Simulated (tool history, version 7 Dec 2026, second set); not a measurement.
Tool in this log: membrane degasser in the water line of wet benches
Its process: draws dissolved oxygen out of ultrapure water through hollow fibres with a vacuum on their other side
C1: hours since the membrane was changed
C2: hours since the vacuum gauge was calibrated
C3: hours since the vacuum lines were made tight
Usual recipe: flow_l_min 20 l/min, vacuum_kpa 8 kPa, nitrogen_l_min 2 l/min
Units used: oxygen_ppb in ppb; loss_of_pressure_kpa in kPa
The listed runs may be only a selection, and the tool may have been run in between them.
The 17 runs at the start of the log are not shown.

{"run": 18, "hour": 2034.1, "flow_l_min": 20, "vacuum_kpa": 8, "nitrogen_l_min": 2, "C1": 7876, "C2": 5355, "C3": 3583, "oxygen_ppb": 118.2, "loss_of_pressure_kpa": 44.13}
{"run": 19, "hour": 2165.6, "flow_l_min": 20, "vacuum_kpa": 9.66, "nitrogen_l_min": 2, "C1": 8007, "C2": 5486, "C3": 3714, "oxygen_ppb": 155.6, "loss_of_pressure_kpa": 44.43}
{"run": 20, "hour": 2273.4, "flow_l_min": 17, "vacuum_kpa": 6.77, "nitrogen_l_min": 2, "C1": 8115, "C2": 5594, "C3": 3822, "oxygen_ppb": 74.4, "loss_of_pressure_kpa": 37.68}
{"run": 21, "hour": 2376.5, "flow_l_min": 17, "vacuum_kpa": 17.48, "nitrogen_l_min": 2, "C1": 8218, "C2": 5697, "C3": 3925, "oxygen_ppb": 281.1, "loss_of_pressure_kpa": 37.57}
{"run": 22, "hour": 2467.0, "flow_l_min": 17, "vacuum_kpa": 17.48, "nitrogen_l_min": 2, "C1": 8309, "C2": 5787, "C3": 4016, "oxygen_ppb": 281.6, "loss_of_pressure_kpa": 37.64}
{"run": 23, "hour": 2560.4, "flow_l_min": 30, "vacuum_kpa": 9.29, "nitrogen_l_min": 3.43, "C1": 8402, "C2": 5881, "C3": 4109, "oxygen_ppb": 158.3, "loss_of_pressure_kpa": 66.97}
{"run": 24, "hour": 2669.3, "flow_l_min": 30, "vacuum_kpa": 9.29, "nitrogen_l_min": 3.43, "C1": 8511, "C2": 5990, "C3": 4218, "oxygen_ppb": 157.1, "loss_of_pressure_kpa": 66.44}
{"run": 25, "hour": 2780.9, "flow_l_min": 19, "vacuum_kpa": 9.82, "nitrogen_l_min": 5.92, "C1": 8623, "C2": 6101, "C3": 4330, "oxygen_ppb": 56.4, "loss_of_pressure_kpa": 42.26}
{"run": 26, "hour": 2884.7, "flow_l_min": 20, "vacuum_kpa": 12.25, "nitrogen_l_min": 0.96, "C1": 8727, "C2": 6205, "C3": 4433, "oxygen_ppb": 408.2, "loss_of_pressure_kpa": 44.54}
{"run": 27, "hour": 2969.1, "flow_l_min": 20, "vacuum_kpa": 5.29, "nitrogen_l_min": 2, "C1": 8811, "C2": 6290, "C3": 4518, "oxygen_ppb": 54.5, "loss_of_pressure_kpa": 44.38}
{"run": 28, "hour": 3128.1, "flow_l_min": 23, "vacuum_kpa": 8, "nitrogen_l_min": 2, "C1": 8970, "C2": 6449, "C3": 4677, "oxygen_ppb": 137.9, "loss_of_pressure_kpa": 50.88}

Run 29 has not been measured yet. What should we expect?
{"run": 29, "hour": 3251.3, "flow_l_min": 13, "vacuum_kpa": 7.5, "nitrogen_l_min": 2, "C1": 9093, "C2": 6572, "C3": 4800, "oxygen_ppb": "?", "loss_of_pressure_kpa": "?"}

{"run 29": {"oxygen_ppb": 67.8, "loss_of_pressure_kpa": 28.96}}
With the hidden condition absent and the run-to-run variation left alone, this run would have shown oxygen_ppb 67.7 ppb, loss_of_pressure_kpa 28.93 kPa.
